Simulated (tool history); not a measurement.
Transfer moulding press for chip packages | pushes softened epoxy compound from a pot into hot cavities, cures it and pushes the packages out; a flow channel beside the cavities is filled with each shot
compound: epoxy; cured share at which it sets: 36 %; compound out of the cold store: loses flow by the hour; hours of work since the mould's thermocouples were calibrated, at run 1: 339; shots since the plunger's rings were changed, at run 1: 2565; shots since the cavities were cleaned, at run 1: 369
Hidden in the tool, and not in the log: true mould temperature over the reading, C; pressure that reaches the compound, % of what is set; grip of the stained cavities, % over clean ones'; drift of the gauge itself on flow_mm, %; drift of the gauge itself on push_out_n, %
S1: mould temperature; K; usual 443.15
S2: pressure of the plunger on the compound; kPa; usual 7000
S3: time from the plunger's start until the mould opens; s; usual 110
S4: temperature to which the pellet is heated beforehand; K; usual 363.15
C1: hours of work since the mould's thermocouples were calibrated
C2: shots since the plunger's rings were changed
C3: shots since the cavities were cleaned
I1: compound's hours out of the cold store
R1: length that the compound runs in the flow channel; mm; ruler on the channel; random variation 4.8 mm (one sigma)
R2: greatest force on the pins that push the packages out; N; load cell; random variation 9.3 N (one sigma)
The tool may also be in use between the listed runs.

| run | hour | S1 | S2 | S3 | S4 | C1 | C2 | C3 | I1 | R1 | R2 |
|---|---|---|---|---|---|---|---|---|---|---|---|
| 1 | 0 | 443.15 | 7000 | 110 | 363.15 | 339 | 2565 | 369 | 30.4 | 560 | 606 |
|  | 7 | plunger's sealing rings changed |
| 2 | 23.1 | 443.15 | 7000 | 110 | 363.15 | 355 | 222 | 653 | 31.1 | 588 | 694 |
|  | 26.8 | cavities cleaned with cleaning compound and waxed |
| 3 | 39.2 | 443.15 | 7000 | 110 | 363.15 | 366 | 423 | 171 | 44.1 | 567 | 524 |
| 4 | 53.1 | 443.15 | 7000 | 110 | 363.15 | 376 | 614 | 362 | 39.6 | 560 | 605 |
| 5 | 69.7 | 443.15 | 7000 | 144 | 363.15 | 389 | 844 | 592 | 35.6 | 578 | 505 |
|  | 78.3 | cavities cleaned with cleaning compound and waxed |
| 6 | 96.9 | 443.15 | 7920 | 144 | 363.15 | 408 | 1198 | 257 | 8.9 | 661 | 451 |
| 7 | 120.7 | 443.15 | 7000 | 110 | 363.15 | 426 | 1526 | 585 | 46.5 | 545 | 656 |
|  | 129.2 | cavities cleaned with cleaning compound and waxed |
| 8 | 150.6 | 443.15 | 7000 | 110 | 363.15 | 448 | 1916 | 294 | 9.4 | 608 | 590 |
| 9 | 174.8 | 443.15 | 7000 | 110 | 363.15 | 466 | 2250 | 628 | 29 | 571 | 705 |
|  | 181.9 | cavities cleaned with cleaning compound and waxed |
| 10 | 201.2 | 443.15 | 7000 | 110 | 363.15 | 485 | 2593 | 266 | 18 | 582 | 590 |
|  | 205.5 | plunger's sealing rings changed |
| 11 | 223.7 | 443.15 | 7000 | 110 | 363.15 | 500 | 250 | 541 | 29.9 | 594 | 684 |
|  | 236.4 | cavities cleaned with cleaning compound and waxed |
| 12 | 254.5 | 443.15 | 7000 | 110 | 363.15 | 522 | 654 | 250 | 22.3 | 595 | 571 |
| 13 | 273.7 | 440.15 | 7000 | 110 | 363.15 | 537 | 919 | 515 | 15.1 | 622 | 836 |
|  | 288.5 | cavities cleaned with cleaning compound and waxed |
| 14 | 300.9 | 440.15 | 7000 | 110 | 363.15 | 556 | 1273 | 172 | 41 | 562 | 618 |
| 15 | 322.9 | 440.15 | 7000 | 110 | 363.15 | 573 | 1576 | 475 | 10.1 | 627 | 861 |
|  | 340.4 | cavities cleaned with cleaning compound and waxed |
| 16 | 356.1 | 440.15 | 7000 | 110 | 363.15 | 597 | 2012 | 217 | 30 | 573 | 670 |
| 17 | 379.1 | 440.15 | 7000 | 110 | 363.15 | 614 | 2330 | 535 | 41.3 | 559 | 797 |
|  | 392.4 | cavities cleaned with cleaning compound and waxed |
|  | 404.6 | plunger's sealing rings changed |
| 18 | 405 | 440.15 | 7000 | 110 | 364.15 | 631 | 6 | 139 | 45.3 | 577 | 614 |
| 19 | 423.3 | 443.15 | 6210 | 119 | 357.15 | 644 | 259 | 392 | 36.8 | 547 | 552 |
|  | 445.5 | cavities cleaned with cleaning compound and waxed |
| 20 | 445.5 | 443.15 | 5640 | 110 | 372.15 | 660 | 543 | 0 | 37.3 | 517 | 442 |
| 21 | 463.4 | 443.15 | 7000 | 110 | 364.15 | 673 | 790 | 247 | 11.6 | 617 | 588 |
| 22 | 476.5 | 443.15 | 7000 | 110 | 364.15 | 683 | 971 | 428 | 42.6 | 558 | 621 |
|  | 496.9 | cavities cleaned with cleaning compound and waxed |
| 23 | 508.4 | 443.15 | 7150 | 110 | 368.15 | 706 | 1389 | 158 | 46.5 | 557 | 522 |
| 24 | 536.7 | 442.15 | 7150 | 105 | 363.15 | 728 | 1779 | 548 | 31.8 | 579 | 816 |
|  | 549 | cavities cleaned with cleaning compound and waxed |
| 25 | 556.1 | 436.15 | 8730 | 142 | 354.15 | 741 | 2025 | 97 | 42.2 | 633 | 495 |
| 26 | 581.1 | 436.15 | 8730 | 142 | 354.15 | 760 | 2369 | 441 | 22.7 | 673 | 672 |

Forecast each of these 4 alternatives for the next run:
| A | 595.2 | 443.15 | 7080 | 125 | 358.15 | 771 | 2565 | 637 | 41.6 | ? | ? |
| B | 595.2 | 448.15 | 7800 | 135 | 363.15 | 771 | 2565 | 637 | 30.6 | ? | ? |
| C | 595.2 | 435.15 | 5570 | 146 | 354.15 | 771 | 2565 | 637 | 34.8 | ? | ? |
| D | 595.2 | 438.15 | 8730 | 142 | 356.15 | 771 | 2565 | 637 | 30.9 | ? | ? |

| run | R1 | R2 |
|---|---|---|
| A | 561 | 598 |
| B | 579 | 536 |
| C | 521 | 706 |
| D | 649 | 620 |
Without the tool's hidden state the same runs would have given:
| run | R1 | R2 |
|---|---|---|
| A | 587 | 354 |
| B | 606 | 332 |
| C | 545 | 400 |
| D | 679 | 358 |
